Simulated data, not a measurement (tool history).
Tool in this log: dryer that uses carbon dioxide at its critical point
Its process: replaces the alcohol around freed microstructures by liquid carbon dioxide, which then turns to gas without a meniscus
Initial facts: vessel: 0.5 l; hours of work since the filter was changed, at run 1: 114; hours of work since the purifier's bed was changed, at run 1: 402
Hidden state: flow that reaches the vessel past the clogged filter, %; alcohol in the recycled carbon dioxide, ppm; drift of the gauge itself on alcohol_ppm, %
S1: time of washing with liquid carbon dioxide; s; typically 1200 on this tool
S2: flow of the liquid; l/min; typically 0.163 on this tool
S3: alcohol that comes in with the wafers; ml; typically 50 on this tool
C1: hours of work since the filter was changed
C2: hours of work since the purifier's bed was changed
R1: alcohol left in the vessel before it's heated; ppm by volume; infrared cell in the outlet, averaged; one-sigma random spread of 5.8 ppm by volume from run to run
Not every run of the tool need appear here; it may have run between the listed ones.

Run 1, hour 0.0: usual settings; C1 114; C2 402. Result: R1 290 ppm by volume.
Run 2, hour 42.0: usual settings but S3 52 ml; C1 129; C2 417. Result: R1 300 ppm by volume.
Run 3, hour 103.2: usual settings but S3 52 ml; C1 151; C2 439. Result: R1 303 ppm by volume.
Run 4, hour 164.1: usual settings but S1 1260 s; C1 172; C2 460. Result: R1 255 ppm by volume.
Run 5, hour 210.3: usual settings but S1 1260 s; C1 189; C2 477. Result: R1 264 ppm by volume.
Run 6, hour 244.5: usual settings but S1 1260 s; C1 201; C2 489. Result: R1 260 ppm by volume.
Run 7, hour 311.6: usual settings but S1 1800 s; C1 225; C2 513. Result: R1 78 ppm by volume.
Run 8, hour 355.5: usual settings but S2 0.236 l/min; C1 241; C2 529. Result: R1 91 ppm by volume.
Run 9, hour 398.4: usual settings but S2 0.236 l/min, S3 102 ml; C1 256; C2 544. Result: R1 125 ppm by volume.
Run 10, hour 449.3: usual settings but S2 0.206 l/min; C1 274; C2 562. Result: R1 140 ppm by volume.
At hour 468.1: inlet filter changed.
Run 11, hour 510.6: usual settings; C1 15; C2 584. Result: R1 277 ppm by volume.
Run 12, hour 570.4: usual settings but S3 87 ml; C1 37; C2 605. Result: R1 420 ppm by volume.
Run 13, hour 633.8: usual settings but S2 0.215 l/min; C1 59; C2 628. Result: R1 120 ppm by volume.
Run 14, hour 674.5: usual settings; C1 74; C2 642. Result: R1 298 ppm by volume.
Run 15, hour 727.2: usual settings; C1 93; C2 661. Result: R1 306 ppm by volume.
Run 16, hour 782.2: usual settings; C1 112; C2 681. Result: R1 311 ppm by volume.
Run 17, hour 838.9: usual settings; C1 133; C2 701. Result: R1 344 ppm by volume.
Run 18, hour 875.0: usual settings but S2 0.182 l/min; C1 145; C2 714. Result: R1 216 ppm by volume.
Run 19, hour 915.4: usual settings but S2 0.182 l/min; C1 160; C2 729. Result: R1 217 ppm by volume.
Run 20, hour 981.1: usual settings but S1 1320 s, S2 0.217 l/min, S3 34 ml; C1 183; C2 752. Result: R1 113 ppm by volume.
Run 21, hour 1026.5: usual settings but S1 900 s, S2 0.276 l/min, S3 22 ml; C1 200; C2 768. Result: R1 122 ppm by volume.

For run 22, what comes out?
Run 22, hour 1090.2: usual settings but S1 900 s, S2 0.276 l/min, S3 22 ml; C1 222; C2 791. Result: R1 ?.

{"run 22": {"R1": 137}}
Take away the tool's hidden state, keep the run-to-run variation as it was, and the same run would have given R1 30 ppm by volume.
